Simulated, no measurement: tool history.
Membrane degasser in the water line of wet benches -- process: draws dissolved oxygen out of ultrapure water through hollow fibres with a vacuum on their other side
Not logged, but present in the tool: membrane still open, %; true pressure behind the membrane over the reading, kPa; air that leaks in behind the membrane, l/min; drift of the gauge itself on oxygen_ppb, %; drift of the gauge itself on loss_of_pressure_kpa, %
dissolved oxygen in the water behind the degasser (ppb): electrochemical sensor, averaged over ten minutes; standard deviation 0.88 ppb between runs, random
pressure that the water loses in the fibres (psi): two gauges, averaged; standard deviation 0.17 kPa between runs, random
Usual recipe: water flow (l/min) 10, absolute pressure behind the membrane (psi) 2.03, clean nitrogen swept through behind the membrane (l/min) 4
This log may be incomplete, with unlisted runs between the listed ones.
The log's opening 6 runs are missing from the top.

run,hour,water flow (l/min),absolute pressure behind the membrane (psi),clean nitrogen swept through behind the membrane (l/min),hours since the membrane was changed,hours since the vacuum gauge was calibrated,hours since the vacuum lines were made tight,dissolved oxygen in the water behind the degasser (ppb),pressure that the water loses in the fibres (psi)
# hour 391.9: vacuum gauge calibrated
7,413.1,10,2.03,4,2046,21,8154,83.8,4.092
8,497.3,10,2.03,4,2130,105,8238,82.2,4.087
9,547.7,10,1.64,4,2181,156,8289,65.6,4.105
10,628.2,10,1.64,4,2261,236,8369,65.9,4.118
11,695.2,10,2.57,4,2328,303,8436,103.8,4.077
12,783.8,10,2.03,4,2417,392,8525,83.2,4.105
13,847.1,10,2.03,4,2480,455,8588,84.2,4.118
14,891.1,10,2.03,4,2524,499,8632,82.7,4.097
15,979.6,10,2.03,4,2613,588,8721,84.1,4.113
16,1060.7,10,2.03,4,2694,669,8802,83.2,4.096
17,1111.2,10,1.78,2.64,2744,719,8852,99.3,4.084
18,1203.1,11,1.78,2.64,2836,811,8944,112.4,4.509
19,1252.7,12,2.03,6.84,2886,861,8994,76.4,4.952
20,1295.6,6,2.61,6.84,2929,904,9036,34.8,2.474
21,1361.2,6,2.61,6.84,2994,969,9102,35,2.447
22,1417.5,6,2.61,6.84,3050,1026,9158,34.7,2.437
23,1484.9,6,2.61,6.84,3118,1093,9226,34.7,2.482
24,1541.5,10,2.09,3.28,3175,1150,9282,100.3,4.035
25,1581.7,10,2.09,3.28,3215,1190,9323,99.9,4.105
# hour 1638.5: seals of the vacuum lines changed
26,1654.2,10,2.09,3.28,3285,1260,16,101.2,4.068
27,1747,7,4.54,6.34,3378,1353,109,79.9,2.892
28,1813.8,8,4.06,5.82,3445,1420,175,89.5,3.284
29,1886.4,11,2.03,6.75,3517,1492,248,65.2,4.48
30,1940.8,13,2.03,4,3572,1547,302,120.8,5.291

What does the tool deliver on the next run?
31,2023.2,6,3.42,4,3654,1629,385,?,?

For run 31 the tool returned dissolved oxygen in the water behind the degasser (ppb) 76.2, pressure that the water loses in the fibres (psi) 2.447.
With no hidden state in the tool, this same run would have given dissolved oxygen in the water behind the degasser (ppb) 76.2, pressure that the water loses in the fibres (psi) 2.445.
